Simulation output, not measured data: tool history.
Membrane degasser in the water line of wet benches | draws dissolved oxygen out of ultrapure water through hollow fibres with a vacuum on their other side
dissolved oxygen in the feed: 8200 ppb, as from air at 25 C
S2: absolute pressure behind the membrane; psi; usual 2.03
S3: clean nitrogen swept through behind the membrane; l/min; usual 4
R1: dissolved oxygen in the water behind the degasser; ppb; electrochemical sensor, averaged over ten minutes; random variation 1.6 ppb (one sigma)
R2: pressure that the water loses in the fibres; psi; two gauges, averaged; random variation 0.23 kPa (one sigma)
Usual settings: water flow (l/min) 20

{"run": 1, "hour": 0.0, "water flow (l/min)": 20, "S2": 2.03, "S3": 4, "R1": 166.3, "R2": 8.666}
{"run": 2, "hour": 181.9, "water flow (l/min)": 20, "S2": 2.03, "S3": 4, "R1": 163.4, "R2": 8.578}
{"run": 3, "hour": 408.9, "water flow (l/min)": 20, "S2": 2.03, "S3": 4, "R1": 164.8, "R2": 8.66}
{"run": 4, "hour": 633.7, "water flow (l/min)": 20, "S2": 2.03, "S3": 4, "R1": 166.4, "R2": 8.647}
{"run": 5, "hour": 817.3, "water flow (l/min)": 20, "S2": 2.03, "S3": 4, "R1": 164.7, "R2": 8.707}
{"run": 6, "hour": 936.8, "water flow (l/min)": 20, "S2": 2.03, "S3": 4, "R1": 167.2, "R2": 8.66}
{"run": 7, "hour": 1089.1, "water flow (l/min)": 20, "S2": 2.87, "S3": 4, "R1": 230.6, "R2": 8.691}
{"hour": 1165.2, "done": "vacuum gauge calibrated"}
{"run": 8, "hour": 1245.0, "water flow (l/min)": 20, "S2": 2.03, "S3": 4, "R1": 166.2, "R2": 8.702}
{"hour": 1380.1, "done": "seals of the vacuum lines changed"}
{"run": 9, "hour": 1434.8, "water flow (l/min)": 20, "S2": 2.03, "S3": 4, "R1": 163.2, "R2": 8.702}
{"hour": 1518.1, "done": "vacuum gauge calibrated, once more"}
{"run": 10, "hour": 1580.1, "water flow (l/min)": 20, "S2": 2.03, "S3": 4, "R1": 162, "R2": 8.724}
{"run": 11, "hour": 1680.1, "water flow (l/min)": 21, "S2": 2.03, "S3": 4, "R1": 171.2, "R2": 9.126}
{"run": 12, "hour": 1823.0, "water flow (l/min)": 20, "S2": 2.03, "S3": 4, "R1": 165.5, "R2": 8.724}
{"run": 13, "hour": 1990.7, "water flow (l/min)": 20, "S2": 2.03, "S3": 4, "R1": 162.9, "R2": 8.769}
{"run": 14, "hour": 2110.8, "water flow (l/min)": 20, "S2": 2.03, "S3": 4, "R1": 159.2, "R2": 8.711}
{"run": 15, "hour": 2309.5, "water flow (l/min)": 20, "S2": 2.03, "S3": 4, "R1": 162.2, "R2": 8.704}
{"run": 16, "hour": 2457.0, "water flow (l/min)": 20, "S2": 2.03, "S3": 4, "R1": 165, "R2": 8.678}
{"run": 17, "hour": 2680.0, "water flow (l/min)": 14, "S2": 4.66, "S3": 6.82, "R1": 164.7, "R2": 6.135}
{"run": 18, "hour": 2888.0, "water flow (l/min)": 31, "S2": 2.03, "S3": 4, "R1": 267.9, "R2": 13.481}
{"run": 19, "hour": 3110.9, "water flow (l/min)": 29, "S2": 2.38, "S3": 4, "R1": 298.9, "R2": 12.752}
{"run": 20, "hour": 3327.9, "water flow (l/min)": 30, "S2": 4.57, "S3": 10.68, "R1": 263, "R2": 13.123}
{"run": 21, "hour": 3507.4, "water flow (l/min)": 20, "S2": 1.22, "S3": 4, "R1": 99.7, "R2": 8.759}
{"run": 22, "hour": 3663.2, "water flow (l/min)": 30, "S2": 2.54, "S3": 6.93, "R1": 221.9, "R2": 13.204}
{"run": 23, "hour": 3795.4, "water flow (l/min)": 15, "S2": 2.58, "S3": 4, "R1": 153.1, "R2": 6.582}
{"run": 24, "hour": 3958.0, "water flow (l/min)": 20, "S2": 4.02, "S3": 1.83, "R1": 614, "R2": 8.746}
{"run": 25, "hour": 4142.3, "water flow (l/min)": 16, "S2": 1.7, "S3": 4, "R1": 107.2, "R2": 7.039}
{"run": 26, "hour": 4249.8, "water flow (l/min)": 30, "S2": 4.45, "S3": 4, "R1": 536.2, "R2": 13.28}
{"run": 27, "hour": 4369.9, "water flow (l/min)": 13, "S2": 2.22, "S3": 3.12, "R1": 139.3, "R2": 5.71}
{"run": 28, "hour": 4603.6, "water flow (l/min)": 18, "S2": 4.51, "S3": 10.63, "R1": 146.7, "R2": 7.861}
{"run": 29, "hour": 4805.1, "water flow (l/min)": 31, "S2": 3.21, "S3": 3.03, "R1": 507.1, "R2": 13.738}
{"run": 30, "hour": 4990.8, "water flow (l/min)": 31, "S2": 3.52, "S3": 3.03, "R1": 562.7, "R2": 13.729}
{"run": 31, "hour": 5222.8, "water flow (l/min)": 31, "S2": 3.52, "S3": 3.03, "R1": 565.8, "R2": 13.76}

5 ways to go on from here, each from the tool as it stands after run 31. What would each give?
{"run": "A", "hour": 5403.8, "water flow (l/min)": 30, "S2": 1.54, "S3": 3.24, "R1": "?", "R2": "?"}
{"run": "B", "hour": 5403.8, "water flow (l/min)": 24, "S2": 2.87, "S3": 9.47, "R1": "?", "R2": "?"}
{"run": "C", "hour": 5403.8, "water flow (l/min)": 31, "S2": 1.32, "S3": 3.03, "R1": "?", "R2": "?"}
{"run": "D", "hour": 5403.8, "water flow (l/min)": 24, "S2": 3.25, "S3": 1.83, "R1": "?", "R2": "?"}
{"run": "E", "hour": 5403.8, "water flow (l/min)": 26, "S2": 1.32, "S3": 3.03, "R1": "?", "R2": "?"}

run=A R1=233.1 R2=13.258
run=B R1=157.7 R2=10.591
run=C R1=227.2 R2=13.767
run=D R1=605.2 R2=10.604
run=E R1=177.1 R2=11.497
Without the tool's hidden state the same runs would have given:
run=A R1=216.1 R2=12.64
run=B R1=144.9 R2=10.099
run=C R1=208.9 R2=13.127
run=D R1=589.2 R2=10.111
run=E R1=162.9 R2=10.962
